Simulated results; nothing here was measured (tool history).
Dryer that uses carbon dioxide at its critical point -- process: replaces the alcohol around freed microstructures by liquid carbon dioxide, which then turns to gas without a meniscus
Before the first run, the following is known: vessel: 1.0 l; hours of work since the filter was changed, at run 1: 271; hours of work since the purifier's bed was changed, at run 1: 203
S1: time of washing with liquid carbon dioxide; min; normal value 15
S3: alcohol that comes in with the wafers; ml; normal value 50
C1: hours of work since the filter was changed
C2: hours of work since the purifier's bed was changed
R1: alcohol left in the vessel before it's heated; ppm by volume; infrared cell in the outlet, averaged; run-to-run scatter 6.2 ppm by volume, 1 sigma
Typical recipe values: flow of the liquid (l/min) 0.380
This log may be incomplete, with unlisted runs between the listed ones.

run 1 hour=0.0 | S1=15 flow_of_the_liquid_(l/min)=0.380 S3=50 | C1=271 C2=203 | R1=650
run 2 hour=4.8 | S1=15 flow_of_the_liquid_(l/min)=0.380 S3=50 | C1=274 C2=206 | R1=637
-- hour=10.9 inlet filter changed
run 3 hour=12.2 | S1=15 flow_of_the_liquid_(l/min)=0.380 S3=50 | C1=1 C2=209 | R1=277
run 4 hour=21.2 | S1=15 flow_of_the_liquid_(l/min)=0.380 S3=50 | C1=5 C2=213 | R1=294
run 5 hour=25.9 | S1=15 flow_of_the_liquid_(l/min)=0.380 S3=50 | C1=8 C2=216 | R1=302
run 6 hour=36.0 | S1=15 flow_of_the_liquid_(l/min)=0.380 S3=50 | C1=13 C2=221 | R1=302
run 7 hour=42.0 | S1=15 flow_of_the_liquid_(l/min)=0.380 S3=38 | C1=16 C2=224 | R1=243
run 8 hour=49.6 | S1=15 flow_of_the_liquid_(l/min)=0.380 S3=38 | C1=19 C2=228 | R1=236
run 9 hour=57.0 | S1=15 flow_of_the_liquid_(l/min)=0.380 S3=38 | C1=23 C2=231 | R1=259
run 10 hour=64.7 | S1=15 flow_of_the_liquid_(l/min)=0.380 S3=38 | C1=27 C2=235 | R1=256
run 11 hour=71.2 | S1=15 flow_of_the_liquid_(l/min)=0.380 S3=38 | C1=30 C2=238 | R1=254
run 12 hour=77.3 | S1=10 flow_of_the_liquid_(l/min)=0.380 S3=50 | C1=33 C2=241 | R1=1600
run 13 hour=85.2 | S1=10 flow_of_the_liquid_(l/min)=0.380 S3=50 | C1=37 C2=245 | R1=1599
run 14 hour=90.4 | S1=10 flow_of_the_liquid_(l/min)=0.380 S3=50 | C1=40 C2=248 | R1=1626
run 15 hour=101.4 | S1=16 flow_of_the_liquid_(l/min)=0.380 S3=50 | C1=45 C2=254 | R1=250
run 16 hour=106.7 | S1=16 flow_of_the_liquid_(l/min)=0.380 S3=50 | C1=48 C2=256 | R1=263
run 17 hour=112.6 | S1=16 flow_of_the_liquid_(l/min)=0.380 S3=50 | C1=51 C2=259 | R1=249
run 18 hour=119.1 | S1=16 flow_of_the_liquid_(l/min)=0.380 S3=50 | C1=54 C2=262 | R1=259
run 19 hour=125.8 | S1=15 flow_of_the_liquid_(l/min)=0.380 S3=50 | C1=58 C2=266 | R1=338
run 20 hour=130.7 | S1=15 flow_of_the_liquid_(l/min)=0.380 S3=50 | C1=60 C2=268 | R1=354
run 21 hour=140.8 | S1=12 flow_of_the_liquid_(l/min)=0.433 S3=21 | C1=65 C2=273 | R1=263
run 22 hour=146.7 | S1=12 flow_of_the_liquid_(l/min)=0.306 S3=21 | C1=68 C2=276 | R1=854
run 23 hour=156.4 | S1=12 flow_of_the_liquid_(l/min)=0.306 S3=21 | C1=73 C2=281 | R1=846
run 24 hour=162.0 | S1=12 flow_of_the_liquid_(l/min)=0.306 S3=21 | C1=76 C2=284 | R1=864
run 25 hour=170.6 | S1=10 flow_of_the_liquid_(l/min)=0.380 S3=85 | C1=80 C2=288 | R1=2922
run 26 hour=181.0 | S1=10 flow_of_the_liquid_(l/min)=0.380 S3=85 | C1=85 C2=293 | R1=2995
run 27 hour=189.8 | S1=10 flow_of_the_liquid_(l/min)=0.380 S3=85 | C1=90 C2=298 | R1=3072
run 28 hour=198.2 | S1=10 flow_of_the_liquid_(l/min)=0.489 S3=76 | C1=94 C2=302 | R1=1078
run 29 hour=206.1 | S1=16 flow_of_the_liquid_(l/min)=0.489 S3=50 | C1=98 C2=306 | R1=106
run 30 hour=216.2 | S1=13 flow_of_the_liquid_(l/min)=0.245 S3=97 | C1=103 C2=311 | R1=6139
run 31 hour=224.2 | S1=11 flow_of_the_liquid_(l/min)=0.234 S3=32 | C1=107 C2=315 | R1=3383
run 32 hour=235.5 | S1=11 flow_of_the_liquid_(l/min)=0.234 S3=32 | C1=113 C2=321 | R1=3486
run 33 hour=245.6 | S1=15 flow_of_the_liquid_(l/min)=0.334 S3=27 | C1=118 C2=326 | R1=410
run 34 hour=253.1 | S1=15 flow_of_the_liquid_(l/min)=0.334 S3=27 | C1=121 C2=330 | R1=414
run 35 hour=259.5 | S1=12 flow_of_the_liquid_(l/min)=0.270 S3=54 | C1=125 C2=333 | R1=3272
run 36 hour=270.8 | S1=12 flow_of_the_liquid_(l/min)=0.270 S3=54 | C1=130 C2=338 | R1=3358
run 37 hour=276.5 | S1=12 flow_of_the_liquid_(l/min)=0.270 S3=54 | C1=133 C2=341 | R1=3278
run 38 hour=281.4 | S1=21 flow_of_the_liquid_(l/min)=0.247 S3=54 | C1=136 C2=344 | R1=692
run 39 hour=286.7 | S1=15 flow_of_the_liquid_(l/min)=0.258 S3=75 | C1=138 C2=346 | R1=2769

4 ways to go on from here, each from the tool as it stands after run 39. What would each give?
run A hour=295.8 | S1=22 flow_of_the_liquid_(l/min)=0.337 S3=30 | C1=143 C2=351 | R1=?
run B hour=295.8 | S1=10 flow_of_the_liquid_(l/min)=0.579 S3=45 | C1=143 C2=351 | R1=?
run C hour=295.8 | S1=22 flow_of_the_liquid_(l/min)=0.314 S3=103 | C1=143 C2=351 | R1=?
run D hour=295.8 | S1=15 flow_of_the_liquid_(l/min)=0.380 S3=104 | C1=143 C2=351 | R1=?

run=A R1=128
run=B R1=396
run=C R1=344
run=D R1=867
With no hidden state in the tool, these same runs would have given:
run=A R1=36
run=B R1=201
run=C R1=151
run=D R1=489
